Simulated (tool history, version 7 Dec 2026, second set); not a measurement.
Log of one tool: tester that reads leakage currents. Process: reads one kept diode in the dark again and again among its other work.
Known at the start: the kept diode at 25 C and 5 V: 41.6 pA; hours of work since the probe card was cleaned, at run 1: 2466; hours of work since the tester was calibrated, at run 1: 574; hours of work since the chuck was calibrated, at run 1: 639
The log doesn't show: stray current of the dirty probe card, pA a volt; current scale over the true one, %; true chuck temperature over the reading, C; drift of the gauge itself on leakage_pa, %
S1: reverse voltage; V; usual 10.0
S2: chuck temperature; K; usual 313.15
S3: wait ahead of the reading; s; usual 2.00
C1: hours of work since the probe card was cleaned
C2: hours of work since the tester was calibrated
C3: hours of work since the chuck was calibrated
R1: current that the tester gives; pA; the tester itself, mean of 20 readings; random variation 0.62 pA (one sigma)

run,hour,S1,S2,S3,C1,C2,C3,R1
1,0.0,10.0,313.15,2.00,2466,574,639,216.72
2,36.6,10.0,313.15,2.00,2487,596,661,216.24
3,59.9,10.0,313.15,0.40,2501,609,674,221.62
4,98.2,10.0,313.15,0.40,2523,632,697,220.92
# hour 114.1: probe card cleaned and baked
5,133.9,16.6,313.15,2.00,12,651,716,230.07
6,164.9,16.6,313.15,2.00,30,669,734,229.63
7,194.4,16.6,313.15,2.00,47,686,751,229.90
8,218.1,10.0,313.15,2.00,61,700,765,191.04
9,244.6,10.0,323.15,2.00,76,716,781,430.05
10,284.9,10.0,313.15,0.41,100,739,804,193.47
11,324.0,10.0,313.15,1.09,123,762,827,191.22
12,346.6,10.0,313.15,1.09,136,776,840,190.29
13,372.3,10.0,313.15,1.09,151,791,856,191.45
14,390.1,10.0,313.15,1.09,162,801,866,191.03
15,412.3,10.0,313.15,2.81,175,814,879,188.98
16,443.1,10.0,313.15,2.00,193,832,897,188.75
17,473.5,14.1,313.15,2.00,211,850,915,215.37
18,504.9,10.0,313.15,2.00,229,868,933,189.75
19,530.7,10.0,313.15,2.00,244,883,948,189.79
20,550.8,10.0,313.15,2.00,256,895,960,188.24
21,572.9,10.0,313.15,2.00,269,908,973,188.73
22,611.3,15.2,307.15,2.27,291,931,996,133.54
23,644.4,1.1,313.15,0.43,311,950,1015,83.19
24,680.0,1.1,313.15,0.43,332,971,1036,83.01
25,716.3,10.1,330.15,2.00,353,992,1057,732.29
26,742.4,10.1,328.15,0.34,368,1007,1072,633.35
# hour 760.5: chuck's temperature calibrated
27,761.1,7.1,297.15,5.43,378,1017,0,46.18
28,778.5,9.9,327.15,1.89,388,1027,11,631.66
29,795.4,9.9,327.15,1.89,398,1037,20,629.65
30,826.9,5.7,327.15,1.89,416,1056,39,515.29
31,855.8,10.0,296.15,7.71,433,1073,56,48.93
32,879.0,10.0,296.15,7.71,447,1086,69,48.83
33,896.5,10.0,315.15,7.71,457,1097,80,243.44
34,921.5,10.0,315.15,7.71,472,1111,94,242.89
35,940.6,10.0,315.15,7.71,483,1122,106,242.32
36,971.2,15.3,326.15,0.67,501,1140,123,681.75
37,997.1,15.3,326.15,0.67,516,1155,139,687.51

Run 38 comes next. What will it give?
38,1035.0,1.3,311.15,0.58,538,1178,161,?

R1: 80.88 pA
Without the tool's hidden state the same run would have given R1 81.77 pA.

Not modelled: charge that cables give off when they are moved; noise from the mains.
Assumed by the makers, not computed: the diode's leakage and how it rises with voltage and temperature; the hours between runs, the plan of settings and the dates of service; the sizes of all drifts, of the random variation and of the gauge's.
